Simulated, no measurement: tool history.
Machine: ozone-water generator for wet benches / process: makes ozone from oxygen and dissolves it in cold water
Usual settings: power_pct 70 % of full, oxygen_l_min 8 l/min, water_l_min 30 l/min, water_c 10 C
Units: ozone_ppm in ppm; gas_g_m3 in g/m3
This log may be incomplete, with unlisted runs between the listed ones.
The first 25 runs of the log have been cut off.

run    hour  power_pct  oxygen_l_min  water_l_min  water_c  ozone_ppm  gas_g_m3
 26  1216.1         42          4.06           27        7         21     206.6
 27  1250.1         45          6.16           25        7       25.3     180.9
 28  1312.5         65           5.3           45       17       17.9     272.8
 29  1350.8         45          7.06           40        8         17     170.7
 30  1406.3         45          7.06           40        8       16.6     170.2
 31  1477.1         62             8           35       10       25.6     216.5
 32  1539.7         70          5.88           30       10       31.2     279.1
 33  1610.9         70         12.88           42       10       25.8     190.1

Consider 3 possible next runs. They are alternatives, not a sequence: every one starts from the tool as it was left by run 33. What does each give?
  A  1686.3         55         12.88           35        6          ?         ?
  B  1686.3         70             8           27       10          ?         ?
  C  1686.3         57           8.9           30        5          ?         ?

run  ozone_ppm  gas_g_m3
  A       25.6     154.8
  B       35.6       239
  C       29.2     190.6
Without the tool's unlogged condition, the same runs would have read:
run  ozone_ppm  gas_g_m3
  A       25.6     152.8
  B       35.6     235.8
  C       29.2     188.1

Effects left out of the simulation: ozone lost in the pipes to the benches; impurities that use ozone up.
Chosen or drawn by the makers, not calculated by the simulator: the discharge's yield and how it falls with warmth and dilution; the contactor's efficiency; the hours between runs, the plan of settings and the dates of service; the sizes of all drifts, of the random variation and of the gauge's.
